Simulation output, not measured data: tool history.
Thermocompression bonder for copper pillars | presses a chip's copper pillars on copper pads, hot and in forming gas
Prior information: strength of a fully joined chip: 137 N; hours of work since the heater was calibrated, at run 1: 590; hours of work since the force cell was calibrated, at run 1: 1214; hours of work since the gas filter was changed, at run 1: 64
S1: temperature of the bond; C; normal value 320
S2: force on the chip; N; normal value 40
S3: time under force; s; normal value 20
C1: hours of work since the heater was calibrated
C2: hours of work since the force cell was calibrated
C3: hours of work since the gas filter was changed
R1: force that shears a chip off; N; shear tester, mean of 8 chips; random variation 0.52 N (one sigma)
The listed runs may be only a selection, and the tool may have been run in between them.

run	hour	S1	S2	S3	C1	C2	C3	R1
1	0	320	40	20	590	1214	64	78.2
2	32	320	40	20	612	1236	86	77.9
# hour 61.1: forming gas filter changed
3	75.5	320	40	20	642	1266	10	79.9
4	112	320	40	37	667	1291	35	95
5	134.7	320	51	20	683	1307	51	90.7
6	168.7	320	51	20	706	1330	74	90.7
7	195.3	320	50	20	724	1349	93	89.6
# hour 215.2: forming gas filter changed
8	230.7	320	40	20	749	1373	11	80.5
9	262.4	346	40	20	771	1395	33	101
10	301	346	40	20	797	1421	59	101.3
11	336.4	346	40	20	822	1446	84	100.8
12	359.9	346	40	20	838	1462	100	100.6
# hour 371.1: forming gas filter changed
13	394.2	346	40	20	861	1485	16	103.7
# hour 398.5: heater calibrated with a thermocouple chip
14	444.3	320	40	20	32	1519	49	83.3
15	483.8	320	40	20	59	1546	76	82.7
# hour 489.9: heater calibrated with a thermocouple chip, once more
16	526.1	320	40	20	25	1574	104	76
# hour 529.1: forming gas filter changed
17	562.1	343	33	20	50	1598	23	87.8
18	609.5	343	33	20	82	1631	56	88
19	654	343	33	20	113	1662	86	85.4
# hour 684: forming gas filter changed
20	697.8	343	33	20	143	1692	9	87.9
21	733.2	311	34	24	167	1716	34	65.8
22	754	320	34	11	182	1730	48	55.3
23	797.3	320	34	11	212	1760	78	55.7
# hour 839.4: forming gas filter changed
24	839.8	320	34	11	241	1789	0	56.7
25	862.1	341	30	26	256	1805	16	88.7
26	900.5	294	55	15	283	1831	42	62.4
27	928.4	320	25	20	302	1851	61	56.4

Hidden state or all else? Some run-to-run changes of R1, split into what the settings, what came in and random variation would give without the hidden state, and what is left for the hidden state (with any gauge scatter that isn't in both results):
Unlogged tool condition in this case: true temperature of the bond over the reading, C; force that reaches the chip, % of what is set; oxide that the forming gas leaves, % of the face; drift of the gauge itself on shear_n, %.
Run 12 -> 13: forming gas filter changed. R1 +3.1 N: hidden state +3.1, all else +0.
Run 15 -> 16: heater calibrated with a thermocouple chip, once more. R1 -6.7 N: hidden state -7.5, all else +0.8.
Run 24 -> 25: S1 320 -> 341, S2 34 -> 30, S3 11 -> 26. R1 +32 N: hidden state -0.7, all else +32.7.
Run 25 -> 26: S1 341 -> 294, S2 30 -> 55, S3 26 -> 15. R1 -26.3 N: hidden state +0, all else -26.3.
